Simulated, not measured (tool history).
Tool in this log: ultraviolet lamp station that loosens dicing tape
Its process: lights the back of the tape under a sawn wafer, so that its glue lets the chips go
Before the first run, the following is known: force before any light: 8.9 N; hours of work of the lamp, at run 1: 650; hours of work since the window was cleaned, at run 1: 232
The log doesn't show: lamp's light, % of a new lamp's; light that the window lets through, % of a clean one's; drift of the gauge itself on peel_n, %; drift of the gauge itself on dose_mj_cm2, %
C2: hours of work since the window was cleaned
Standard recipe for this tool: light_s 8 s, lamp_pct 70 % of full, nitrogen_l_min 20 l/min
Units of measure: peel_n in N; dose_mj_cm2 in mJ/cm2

run 1 day=0.000 | light_s=8 lamp_pct=70 nitrogen_l_min=20 | hours_of_work_of_the_lamp=650 C2=232 | peel_n=1.664 dose_mj_cm2=160
run 2 day=0.592 | light_s=8 lamp_pct=70 nitrogen_l_min=20 | hours_of_work_of_the_lamp=660 C2=242 | peel_n=1.679 dose_mj_cm2=156
run 3 day=1.617 | light_s=8 lamp_pct=70 nitrogen_l_min=20 | hours_of_work_of_the_lamp=677 C2=259 | peel_n=1.779 dose_mj_cm2=156
run 4 day=2.167 | light_s=8 lamp_pct=70 nitrogen_l_min=20 | hours_of_work_of_the_lamp=686 C2=268 | peel_n=1.703 dose_mj_cm2=161
run 5 day=3.383 | light_s=8 lamp_pct=70 nitrogen_l_min=20 | hours_of_work_of_the_lamp=707 C2=289 | peel_n=1.771 dose_mj_cm2=156
run 6 day=3.962 | light_s=12 lamp_pct=70 nitrogen_l_min=20 | hours_of_work_of_the_lamp=716 C2=298 | peel_n=0.857 dose_mj_cm2=232
run 7 day=4.588 | light_s=12 lamp_pct=70 nitrogen_l_min=20 | hours_of_work_of_the_lamp=727 C2=309 | peel_n=0.871 dose_mj_cm2=228
run 8 day=5.367 | light_s=7 lamp_pct=70 nitrogen_l_min=20 | hours_of_work_of_the_lamp=740 C2=322 | peel_n=2.189 dose_mj_cm2=133
run 9 day=6.508 | light_s=7 lamp_pct=70 nitrogen_l_min=20 | hours_of_work_of_the_lamp=759 C2=341 | peel_n=2.191 dose_mj_cm2=128
run 10 day=7.479 | light_s=9 lamp_pct=70 nitrogen_l_min=20 | hours_of_work_of_the_lamp=776 C2=357 | peel_n=1.559 dose_mj_cm2=164
run 11 day=8.125 | light_s=9 lamp_pct=70 nitrogen_l_min=20 | hours_of_work_of_the_lamp=786 C2=368 | peel_n=1.631 dose_mj_cm2=171
run 12 day=8.654 | light_s=10 lamp_pct=70 nitrogen_l_min=20 | hours_of_work_of_the_lamp=795 C2=377 | peel_n=1.302 dose_mj_cm2=186
run 13 day=9.650 | light_s=8 lamp_pct=70 nitrogen_l_min=15 | hours_of_work_of_the_lamp=812 C2=394 | peel_n=2.159 dose_mj_cm2=146
run 14 day=10.729 | light_s=8 lamp_pct=70 nitrogen_l_min=20 | hours_of_work_of_the_lamp=830 C2=412 | peel_n=1.970 dose_mj_cm2=144
run 15 day=11.533 | light_s=8 lamp_pct=70 nitrogen_l_min=20 | hours_of_work_of_the_lamp=844 C2=425 | peel_n=1.995 dose_mj_cm2=144
run 16 day=12.129 | light_s=7 lamp_pct=70 nitrogen_l_min=20 | hours_of_work_of_the_lamp=854 C2=436 | peel_n=2.426 dose_mj_cm2=125
-- day=12.538 lamp changed
run 17 day=12.842 | light_s=7 lamp_pct=70 nitrogen_l_min=20 | hours_of_work_of_the_lamp=5 C2=447 | peel_n=1.446 dose_mj_cm2=171
run 18 day=13.858 | light_s=7 lamp_pct=94 nitrogen_l_min=20 | hours_of_work_of_the_lamp=22 C2=464 | peel_n=0.828 dose_mj_cm2=232
run 19 day=14.554 | light_s=8 lamp_pct=70 nitrogen_l_min=20 | hours_of_work_of_the_lamp=34 C2=476 | peel_n=1.138 dose_mj_cm2=197
run 20 day=15.146 | light_s=8 lamp_pct=70 nitrogen_l_min=20 | hours_of_work_of_the_lamp=44 C2=485 | peel_n=1.145 dose_mj_cm2=198
run 21 day=16.250 | light_s=8 lamp_pct=70 nitrogen_l_min=20 | hours_of_work_of_the_lamp=62 C2=504 | peel_n=1.184 dose_mj_cm2=193
run 22 day=16.879 | light_s=9 lamp_pct=70 nitrogen_l_min=20 | hours_of_work_of_the_lamp=73 C2=515 | peel_n=0.948 dose_mj_cm2=218
run 23 day=17.646 | light_s=8 lamp_pct=70 nitrogen_l_min=23 | hours_of_work_of_the_lamp=86 C2=527 | peel_n=1.139 dose_mj_cm2=192
run 24 day=18.404 | light_s=14 lamp_pct=67 nitrogen_l_min=8 | hours_of_work_of_the_lamp=99 C2=540 | peel_n=0.796 dose_mj_cm2=323
run 25 day=19.125 | light_s=14 lamp_pct=72 nitrogen_l_min=20 | hours_of_work_of_the_lamp=111 C2=552 | peel_n=0.360 dose_mj_cm2=348
run 26 day=20.100 | light_s=11 lamp_pct=73 nitrogen_l_min=33 | hours_of_work_of_the_lamp=127 C2=569 | peel_n=0.473 dose_mj_cm2=271
run 27 day=21.312 | light_s=11 lamp_pct=73 nitrogen_l_min=33 | hours_of_work_of_the_lamp=147 C2=589 | peel_n=0.465 dose_mj_cm2=271
run 28 day=22.033 | light_s=8 lamp_pct=70 nitrogen_l_min=12 | hours_of_work_of_the_lamp=160 C2=601 | peel_n=1.648 dose_mj_cm2=192
run 29 day=23.108 | light_s=8 lamp_pct=70 nitrogen_l_min=12 | hours_of_work_of_the_lamp=178 C2=619 | peel_n=1.689 dose_mj_cm2=188
-- day=24.100 window cleaned of glue's vapour
run 30 day=24.225 | light_s=8 lamp_pct=70 nitrogen_l_min=12 | hours_of_work_of_the_lamp=196 C2=2 | peel_n=1.648 dose_mj_cm2=191
run 31 day=24.979 | light_s=5 lamp_pct=68 nitrogen_l_min=12 | hours_of_work_of_the_lamp=209 C2=15 | peel_n=3.061 dose_mj_cm2=117
run 32 day=25.712 | light_s=5 lamp_pct=68 nitrogen_l_min=12 | hours_of_work_of_the_lamp=221 C2=27 | peel_n=3.102 dose_mj_cm2=113
run 33 day=26.675 | light_s=5 lamp_pct=68 nitrogen_l_min=12 | hours_of_work_of_the_lamp=237 C2=43 | peel_n=3.177 dose_mj_cm2=113
run 34 day=27.767 | light_s=5 lamp_pct=68 nitrogen_l_min=12 | hours_of_work_of_the_lamp=255 C2=62 | peel_n=3.184 dose_mj_cm2=111
run 35 day=28.954 | light_s=5 lamp_pct=70 nitrogen_l_min=20 | hours_of_work_of_the_lamp=275 C2=81 | peel_n=2.545 dose_mj_cm2=115
run 36 day=30.021 | light_s=5 lamp_pct=70 nitrogen_l_min=20 | hours_of_work_of_the_lamp=293 C2=99 | peel_n=2.687 dose_mj_cm2=113
run 37 day=30.571 | light_s=5 lamp_pct=70 nitrogen_l_min=20 | hours_of_work_of_the_lamp=302 C2=109 | peel_n=2.699 dose_mj_cm2=114
run 38 day=31.438 | light_s=13 lamp_pct=65 nitrogen_l_min=7 | hours_of_work_of_the_lamp=317 C2=123 | peel_n=1.157 dose_mj_cm2=274
run 39 day=32.346 | light_s=15 lamp_pct=81 nitrogen_l_min=7 | hours_of_work_of_the_lamp=332 C2=138 | peel_n=0.597 dose_mj_cm2=386
run 40 day=33.067 | light_s=6 lamp_pct=74 nitrogen_l_min=18 | hours_of_work_of_the_lamp=344 C2=151 | peel_n=2.107 dose_mj_cm2=143
run 41 day=34.246 | light_s=6 lamp_pct=74 nitrogen_l_min=18 | hours_of_work_of_the_lamp=364 C2=170 | peel_n=2.115 dose_mj_cm2=140
run 42 day=35.533 | light_s=8 lamp_pct=66 nitrogen_l_min=8 | hours_of_work_of_the_lamp=386 C2=192 | peel_n=2.438 dose_mj_cm2=163
run 43 day=36.696 | light_s=8 lamp_pct=66 nitrogen_l_min=8 | hours_of_work_of_the_lamp=405 C2=211 | peel_n=2.499 dose_mj_cm2=166
run 44 day=37.338 | light_s=6 lamp_pct=70 nitrogen_l_min=13 | hours_of_work_of_the_lamp=416 C2=222 | peel_n=2.690 dose_mj_cm2=132

Below are 3 alternative next runs, each starting from the tool's condition after run 44. Predict each:
run A day=38.229 | light_s=4 lamp_pct=77 nitrogen_l_min=10 | hours_of_work_of_the_lamp=431 C2=237 | peel_n=? dose_mj_cm2=?
run B day=38.229 | light_s=6 lamp_pct=75 nitrogen_l_min=13 | hours_of_work_of_the_lamp=431 C2=237 | peel_n=? dose_mj_cm2=?
run C day=38.229 | light_s=8 lamp_pct=70 nitrogen_l_min=10 | hours_of_work_of_the_lamp=431 C2=237 | peel_n=? dose_mj_cm2=?

run=A peel_n=4.049 dose_mj_cm2=89
run=B peel_n=2.538 dose_mj_cm2=136
run=C peel_n=2.098 dose_mj_cm2=168
Stripped of hidden state, with their random variation kept, the same runs would have yielded:
run=A peel_n=3.388 dose_mj_cm2=111
run=B peel_n=1.929 dose_mj_cm2=167
run=C peel_n=1.541 dose_mj_cm2=206
